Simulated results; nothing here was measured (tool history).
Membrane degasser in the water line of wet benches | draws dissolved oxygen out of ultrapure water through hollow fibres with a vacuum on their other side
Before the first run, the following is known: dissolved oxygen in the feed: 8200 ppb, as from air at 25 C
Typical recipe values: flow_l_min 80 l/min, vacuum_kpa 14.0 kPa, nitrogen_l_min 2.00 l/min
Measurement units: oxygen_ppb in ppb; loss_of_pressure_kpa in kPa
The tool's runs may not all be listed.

run 1 day=0.000 | flow_l_min=80 vacuum_kpa=14.0 nitrogen_l_min=2.00 | oxygen_ppb=823.2 loss_of_pressure_kpa=31.85
run 2 day=3.796 | flow_l_min=49 vacuum_kpa=14.0 nitrogen_l_min=2.00 | oxygen_ppb=555.9 loss_of_pressure_kpa=19.71
run 3 day=8.512 | flow_l_min=49 vacuum_kpa=14.0 nitrogen_l_min=2.00 | oxygen_ppb=557.9 loss_of_pressure_kpa=19.68
run 4 day=13.579 | flow_l_min=49 vacuum_kpa=14.0 nitrogen_l_min=2.00 | oxygen_ppb=556.6 loss_of_pressure_kpa=19.69
run 5 day=16.558 | flow_l_min=49 vacuum_kpa=14.0 nitrogen_l_min=2.00 | oxygen_ppb=559.4 loss_of_pressure_kpa=19.75
run 6 day=19.383 | flow_l_min=49 vacuum_kpa=14.0 nitrogen_l_min=2.00 | oxygen_ppb=559.0 loss_of_pressure_kpa=19.48
run 7 day=22.442 | flow_l_min=80 vacuum_kpa=14.1 nitrogen_l_min=2.00 | oxygen_ppb=828.5 loss_of_pressure_kpa=31.99
run 8 day=25.512 | flow_l_min=80 vacuum_kpa=14.1 nitrogen_l_min=2.00 | oxygen_ppb=830.8 loss_of_pressure_kpa=32.09
run 9 day=30.367 | flow_l_min=80 vacuum_kpa=14.1 nitrogen_l_min=2.00 | oxygen_ppb=829.0 loss_of_pressure_kpa=32.11
run 10 day=33.758 | flow_l_min=80 vacuum_kpa=24.0 nitrogen_l_min=2.00 | oxygen_ppb=1453.5 loss_of_pressure_kpa=32.01
run 11 day=38.242 | flow_l_min=80 vacuum_kpa=31.9 nitrogen_l_min=2.00 | oxygen_ppb=1888.2 loss_of_pressure_kpa=31.92
run 12 day=42.042 | flow_l_min=80 vacuum_kpa=14.0 nitrogen_l_min=2.00 | oxygen_ppb=828.8 loss_of_pressure_kpa=32.16
run 13 day=45.233 | flow_l_min=70 vacuum_kpa=14.0 nitrogen_l_min=2.00 | oxygen_ppb=745.5 loss_of_pressure_kpa=27.89
run 14 day=49.004 | flow_l_min=120 vacuum_kpa=14.0 nitrogen_l_min=2.00 | oxygen_ppb=1110.5 loss_of_pressure_kpa=48.53
run 15 day=53.621 | flow_l_min=120 vacuum_kpa=14.0 nitrogen_l_min=2.00 | oxygen_ppb=1112.5 loss_of_pressure_kpa=48.42
run 16 day=57.350 | flow_l_min=53 vacuum_kpa=14.0 nitrogen_l_min=2.00 | oxygen_ppb=596.5 loss_of_pressure_kpa=21.47
run 17 day=61.412 | flow_l_min=79 vacuum_kpa=9.1 nitrogen_l_min=1.79 | oxygen_ppb=523.5 loss_of_pressure_kpa=31.92
run 18 day=65.554 | flow_l_min=79 vacuum_kpa=9.1 nitrogen_l_min=1.79 | oxygen_ppb=520.7 loss_of_pressure_kpa=31.99
run 19 day=68.996 | flow_l_min=62 vacuum_kpa=19.0 nitrogen_l_min=3.26 | oxygen_ppb=644.6 loss_of_pressure_kpa=24.83
run 20 day=71.354 | flow_l_min=93 vacuum_kpa=21.8 nitrogen_l_min=0.82 | oxygen_ppb=2510.0 loss_of_pressure_kpa=37.82
run 21 day=74.242 | flow_l_min=80 vacuum_kpa=14.4 nitrogen_l_min=2.00 | oxygen_ppb=858.1 loss_of_pressure_kpa=32.41
run 22 day=79.483 | flow_l_min=65 vacuum_kpa=17.5 nitrogen_l_min=2.67 | oxygen_ppb=721.9 loss_of_pressure_kpa=26.63
run 23 day=83.800 | flow_l_min=109 vacuum_kpa=14.0 nitrogen_l_min=2.00 | oxygen_ppb=1041.9 loss_of_pressure_kpa=43.98
run 24 day=87.225 | flow_l_min=50 vacuum_kpa=14.0 nitrogen_l_min=4.41 | oxygen_ppb=290.1 loss_of_pressure_kpa=20.27
run 25 day=90.083 | flow_l_min=58 vacuum_kpa=14.4 nitrogen_l_min=3.44 | oxygen_ppb=426.5 loss_of_pressure_kpa=23.52
run 26 day=93.100 | flow_l_min=123 vacuum_kpa=18.6 nitrogen_l_min=2.00 | oxygen_ppb=1532.9 loss_of_pressure_kpa=50.06
run 27 day=96.517 | flow_l_min=62 vacuum_kpa=18.6 nitrogen_l_min=2.00 | oxygen_ppb=932.0 loss_of_pressure_kpa=24.92
run 28 day=99.412 | flow_l_min=54 vacuum_kpa=14.0 nitrogen_l_min=2.27 | oxygen_ppb=551.6 loss_of_pressure_kpa=21.57
run 29 day=104.346 | flow_l_min=49 vacuum_kpa=20.9 nitrogen_l_min=5.02 | oxygen_ppb=401.4 loss_of_pressure_kpa=19.94
run 30 day=108.758 | flow_l_min=49 vacuum_kpa=20.9 nitrogen_l_min=5.02 | oxygen_ppb=402.2 loss_of_pressure_kpa=19.88
run 31 day=112.125 | flow_l_min=111 vacuum_kpa=11.5 nitrogen_l_min=2.00 | oxygen_ppb=850.1 loss_of_pressure_kpa=45.25

Measured minus without-hidden-state, run by run (identical run-to-run variation in each term; gauge scatter may differ):
What the log doesn't record here: membrane still open, %; true pressure behind the membrane over the reading, kPa; air that leaks in behind the membrane, l/min; drift of the gauge itself on oxygen_ppb, %; drift of the gauge itself on loss_of_pressure_kpa, %.
run=1 oxygen_ppb=+18.5 loss_of_pressure_kpa=+0.43
run=2 oxygen_ppb=+13.4 loss_of_pressure_kpa=+0.28
run=3 oxygen_ppb=+13.9 loss_of_pressure_kpa=+0.29
run=4 oxygen_ppb=+14.2 loss_of_pressure_kpa=+0.31
run=5 oxygen_ppb=+14.5 loss_of_pressure_kpa=+0.31
run=6 oxygen_ppb=+14.7 loss_of_pressure_kpa=+0.33
run=7 oxygen_ppb=+20.9 loss_of_pressure_kpa=+0.56
run=8 oxygen_ppb=+21.3 loss_of_pressure_kpa=+0.58
run=9 oxygen_ppb=+21.7 loss_of_pressure_kpa=+0.60
run=10 oxygen_ppb=+19.6 loss_of_pressure_kpa=+0.62
run=11 oxygen_ppb=+18.4 loss_of_pressure_kpa=+0.65
run=12 oxygen_ppb=+23.2 loss_of_pressure_kpa=+0.68
run=13 oxygen_ppb=+21.4 loss_of_pressure_kpa=+0.61
run=14 oxygen_ppb=+31.6 loss_of_pressure_kpa=+1.07
run=15 oxygen_ppb=+32.4 loss_of_pressure_kpa=+1.11
run=16 oxygen_ppb=+18.6 loss_of_pressure_kpa=+0.51
run=17 oxygen_ppb=+28.8 loss_of_pressure_kpa=+0.78
run=18 oxygen_ppb=+29.1 loss_of_pressure_kpa=+0.80
run=19 oxygen_ppb=+15.3 loss_of_pressure_kpa=+0.64
run=20 oxygen_ppb=+34.3 loss_of_pressure_kpa=+0.98
run=21 oxygen_ppb=+26.5 loss_of_pressure_kpa=+0.86
run=22 oxygen_ppb=+19.0 loss_of_pressure_kpa=+0.72
run=23 oxygen_ppb=+34.4 loss_of_pressure_kpa=+1.25
run=24 oxygen_ppb=+11.1 loss_of_pressure_kpa=+0.58
run=25 oxygen_ppb=+15.5 loss_of_pressure_kpa=+0.70
run=26 oxygen_ppb=+35.6 loss_of_pressure_kpa=+1.51
run=27 oxygen_ppb=+23.3 loss_of_pressure_kpa=+0.77
run=28 oxygen_ppb=+20.6 loss_of_pressure_kpa=+0.67
run=29 oxygen_ppb=+10.9 loss_of_pressure_kpa=+0.64
run=30 oxygen_ppb=+11.1 loss_of_pressure_kpa=+0.66
run=31 oxygen_ppb=+40.8 loss_of_pressure_kpa=+1.52
